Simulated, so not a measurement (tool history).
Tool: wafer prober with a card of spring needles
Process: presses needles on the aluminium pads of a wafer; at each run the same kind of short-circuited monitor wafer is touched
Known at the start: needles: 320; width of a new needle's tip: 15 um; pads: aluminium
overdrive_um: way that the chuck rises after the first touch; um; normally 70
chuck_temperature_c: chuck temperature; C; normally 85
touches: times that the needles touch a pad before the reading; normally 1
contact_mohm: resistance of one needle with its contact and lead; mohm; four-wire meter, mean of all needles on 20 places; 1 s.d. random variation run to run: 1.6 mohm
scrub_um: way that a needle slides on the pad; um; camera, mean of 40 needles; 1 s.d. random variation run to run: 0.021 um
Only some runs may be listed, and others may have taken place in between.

| run | hour | overdrive_um | chuck_temperature_c | touches | contact_mohm | scrub_um |
|---|---|---|---|---|---|---|
| 1 | 0 | 70 | 85 | 1 | 236 | 18.21 |
|  | 2.9 | tips cleaned on abrasive film |
|  | 9.9 | tips cleaned on abrasive film |
|  | 16.9 | tips cleaned on abrasive film |
|  | 23.9 | tips cleaned on abrasive film |
| 2 | 26.2 | 70 | 85 | 1 | 233 | 18.23 |
|  | 30.5 | tips cleaned on abrasive film |
|  | 37.3 | tips cleaned on abrasive film |
|  | 44.3 | tips cleaned on abrasive film |
|  | 50.4 | tips cleaned on abrasive film |
| 3 | 50.4 | 70 | 85 | 1 | 234 | 18.21 |
|  | 57.5 | tips cleaned on abrasive film |
|  | 59.1 | height of the first contact set anew |
|  | 64.8 | tips cleaned on abrasive film |
|  | 70.4 | tips cleaned on abrasive film |
|  | 76.5 | tips cleaned on abrasive film |
| 4 | 76.5 | 70 | 85 | 1 | 233 | 18.25 |
|  | 83.4 | tips cleaned on abrasive film |
|  | 90.2 | tips cleaned on abrasive film |
| 5 | 92 | 70 | 85 | 1 | 234 | 18.21 |
|  | 96.3 | tips cleaned on abrasive film |
|  | 101.9 | tips cleaned on abrasive film |
|  | 107.9 | tips cleaned on abrasive film |
| 6 | 107.9 | 70 | 85 | 2 | 236 | 18.22 |
|  | 115 | tips cleaned on abrasive film |
|  | 120.6 | tips cleaned on abrasive film |
|  | 127.6 | tips cleaned on abrasive film |
|  | 134.5 | tips cleaned on abrasive film |
| 7 | 135.6 | 70 | 85 | 2 | 236 | 18.17 |
|  | 141.2 | tips cleaned on abrasive film |
|  | 146.9 | tips cleaned on abrasive film |
|  | 153.9 | tips cleaned on abrasive film |
| 8 | 156.4 | 70 | 85 | 2 | 234 | 18.21 |
|  | 160.5 | tips cleaned on abrasive film |
|  | 160.8 | height of the first contact set anew |
|  | 167.7 | tips cleaned on abrasive film |
|  | 173.4 | tips cleaned on abrasive film |
|  | 180.2 | tips cleaned on abrasive film |
|  | 185.9 | tips cleaned on abrasive film |
| 9 | 186.1 | 60 | 85 | 1 | 235 | 15.61 |
|  | 191.7 | tips cleaned on abrasive film |
|  | 197.3 | tips cleaned on abrasive film |
|  | 204.3 | tips cleaned on abrasive film |
|  | 210.9 | tips cleaned on abrasive film |
| 10 | 215.4 | 60 | 85 | 1 | 238 | 15.6 |
|  | 216.9 | tips cleaned on abrasive film |
|  | 222.6 | tips cleaned on abrasive film |
|  | 229.3 | tips cleaned on abrasive film |
|  | 236.1 | tips cleaned on abrasive film |
| 11 | 240.7 | 60 | 85 | 1 | 240 | 15.6 |
|  | 242.2 | tips cleaned on abrasive film |
|  | 249.1 | tips cleaned on abrasive film |
|  | 256.1 | tips cleaned on abrasive film |
|  | 261.8 | tips cleaned on abrasive film |
|  | 263.4 | height of the first contact set anew |
| 12 | 264.7 | 70 | 85 | 1 | 236 | 18.19 |
|  | 269 | tips cleaned on abrasive film |
|  | 275.8 | tips cleaned on abrasive film |
|  | 282.8 | tips cleaned on abrasive film |
| 13 | 285.9 | 70 | 85 | 1 | 237 | 18.21 |
|  | 288.7 | tips cleaned on abrasive film |
|  | 295.8 | tips cleaned on abrasive film |
| 14 | 298.2 | 70 | 85 | 1 | 233 | 18.21 |
|  | 302.5 | tips cleaned on abrasive film |
|  | 308.1 | tips cleaned on abrasive film |
| 15 | 311.5 | 70 | 85 | 2 | 234 | 18.23 |
|  | 314 | tips cleaned on abrasive film |
|  | 320.9 | tips cleaned on abrasive film |
|  | 327.8 | tips cleaned on abrasive film |
|  | 334.8 | tips cleaned on abrasive film |
| 16 | 337 | 70 | 85 | 2 | 235 | 18.21 |
|  | 341.2 | tips cleaned on abrasive film |
|  | 346.9 | tips cleaned on abrasive film |
| 17 | 352.4 | 70 | 85 | 2 | 233 | 18.14 |
|  | 353.9 | tips cleaned on abrasive film |
|  | 360.8 | tips cleaned on abrasive film |
|  | 365.3 | height of the first contact set anew |
|  | 367.9 | tips cleaned on abrasive film |
|  | 373.7 | tips cleaned on abrasive film |
| 18 | 373.7 | 70 | 85 | 1 | 235 | 18.21 |
|  | 380.8 | tips cleaned on abrasive film |
|  | 386.4 | tips cleaned on abrasive film |
|  | 392.1 | tips cleaned on abrasive film |
| 19 | 395.5 | 70 | 85 | 1 | 234 | 18.22 |
|  | 398.4 | tips cleaned on abrasive film |
|  | 405.2 | tips cleaned on abrasive film |
|  | 412.3 | tips cleaned on abrasive film |
| 20 | 416.7 | 70 | 32 | 1 | 222 | 18.2 |
|  | 418.2 | tips cleaned on abrasive film |
|  | 425.2 | tips cleaned on abrasive film |
|  | 430.9 | tips cleaned on abrasive film |
|  | 437.9 | tips cleaned on abrasive film |
|  | 443.6 | tips cleaned on abrasive film |
| 21 | 443.6 | 70 | 32 | 1 | 222 | 18.21 |
|  | 449.4 | tips cleaned on abrasive film |
|  | 455.1 | tips cleaned on abrasive film |
|  | 460.7 | tips cleaned on abrasive film |
| 22 | 465.2 | 70 | 32 | 1 | 220 | 18.19 |

Forecast run 23:
|  | 466.7 | tips cleaned on abrasive film |
|  | 467 | height of the first contact set anew |
|  | 472.6 | tips cleaned on abrasive film |
|  | 478.3 | tips cleaned on abrasive film |
|  | 485.3 | tips cleaned on abrasive film |
| 23 | 490.6 | 86 | 49 | 2 | ? | ? |

Run 23 measured contact_mohm 221 mohm, scrub_um 22.32 um.
Without the tool's hidden state the same run would have given contact_mohm 221 mohm, scrub_um 22.32 um.
